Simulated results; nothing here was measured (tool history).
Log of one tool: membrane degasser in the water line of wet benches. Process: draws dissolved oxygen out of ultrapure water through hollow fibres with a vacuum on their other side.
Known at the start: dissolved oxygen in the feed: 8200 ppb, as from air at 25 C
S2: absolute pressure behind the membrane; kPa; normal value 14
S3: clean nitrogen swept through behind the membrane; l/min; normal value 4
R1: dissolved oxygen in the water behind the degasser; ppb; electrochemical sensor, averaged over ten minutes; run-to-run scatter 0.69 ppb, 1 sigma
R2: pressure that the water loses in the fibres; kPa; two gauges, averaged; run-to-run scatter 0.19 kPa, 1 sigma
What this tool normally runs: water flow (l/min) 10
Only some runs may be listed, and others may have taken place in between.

{"run": 1, "hour": 0.0, "water flow (l/min)": 10, "S2": 14, "S3": 4, "R1": 77.9, "R2": 38.71}
{"run": 2, "hour": 91.7, "water flow (l/min)": 10, "S2": 14, "S3": 4, "R1": 77.5, "R2": 38.65}
{"run": 3, "hour": 159.3, "water flow (l/min)": 6, "S2": 14, "S3": 4, "R1": 41.6, "R2": 23.11}
{"run": 4, "hour": 248.8, "water flow (l/min)": 10, "S2": 14, "S3": 4, "R1": 76, "R2": 38.59}
{"run": 5, "hour": 307.3, "water flow (l/min)": 10, "S2": 14, "S3": 4, "R1": 76.9, "R2": 38.95}
{"run": 6, "hour": 360.3, "water flow (l/min)": 10, "S2": 14, "S3": 4, "R1": 76.6, "R2": 38.8}
{"run": 7, "hour": 421.2, "water flow (l/min)": 10, "S2": 14, "S3": 4, "R1": 76.1, "R2": 38.62}
{"run": 8, "hour": 526.3, "water flow (l/min)": 10, "S2": 14, "S3": 4, "R1": 76.3, "R2": 38.73}
{"run": 9, "hour": 574.1, "water flow (l/min)": 14, "S2": 14, "S3": 4, "R1": 130.5, "R2": 53.99}
{"run": 10, "hour": 664.2, "water flow (l/min)": 10, "S2": 28.6, "S3": 4, "R1": 159.5, "R2": 38.28}
{"run": 11, "hour": 720.2, "water flow (l/min)": 10, "S2": 28.6, "S3": 4, "R1": 166.6, "R2": 38.5}
{"run": 12, "hour": 822.2, "water flow (l/min)": 10, "S2": 28.6, "S3": 4, "R1": 165, "R2": 38.74}
{"run": 13, "hour": 878.8, "water flow (l/min)": 10, "S2": 28.6, "S3": 4, "R1": 166.5, "R2": 38.42}
{"run": 14, "hour": 983.9, "water flow (l/min)": 10, "S2": 14, "S3": 5.58, "R1": 58.8, "R2": 38.58}
{"run": 15, "hour": 1054.0, "water flow (l/min)": 10, "S2": 14, "S3": 4, "R1": 76.9, "R2": 38.7}
{"hour": 1073.6, "done": "seals of the vacuum lines changed"}
{"run": 16, "hour": 1133.2, "water flow (l/min)": 10, "S2": 14, "S3": 4, "R1": 76.7, "R2": 38.55}
{"run": 17, "hour": 1201.5, "water flow (l/min)": 7, "S2": 20.6, "S3": 5.44, "R1": 57.6, "R2": 27.31}
{"run": 18, "hour": 1265.1, "water flow (l/min)": 6, "S2": 16.3, "S3": 5.44, "R1": 36.8, "R2": 23.42}
{"run": 19, "hour": 1362.1, "water flow (l/min)": 11, "S2": 17, "S3": 9.87, "R1": 54.2, "R2": 42.71}
{"run": 20, "hour": 1474.5, "water flow (l/min)": 7, "S2": 17.5, "S3": 4, "R1": 62.9, "R2": 27.39}
{"run": 21, "hour": 1588.4, "water flow (l/min)": 7, "S2": 23.9, "S3": 4, "R1": 92.9, "R2": 27.2}
{"run": 22, "hour": 1702.3, "water flow (l/min)": 7, "S2": 23.9, "S3": 4, "R1": 92, "R2": 27.12}
{"run": 23, "hour": 1766.3, "water flow (l/min)": 7, "S2": 23.9, "S3": 4, "R1": 91.1, "R2": 27.45}
{"run": 24, "hour": 1852.2, "water flow (l/min)": 11, "S2": 14, "S3": 1.78, "R1": 174.6, "R2": 42.96}

Run 25, settings as shown, results not yet in. Your forecast:
{"run": 25, "hour": 1936.7, "water flow (l/min)": 13, "S2": 19.1, "S3": 8.94, "R1": "?", "R2": "?"}

{"run 25": {"R1": 86.8, "R2": 50.95}}
Without the tool's hidden state the same run would have given R1 86.6 ppb, R2 50.07 kPa.
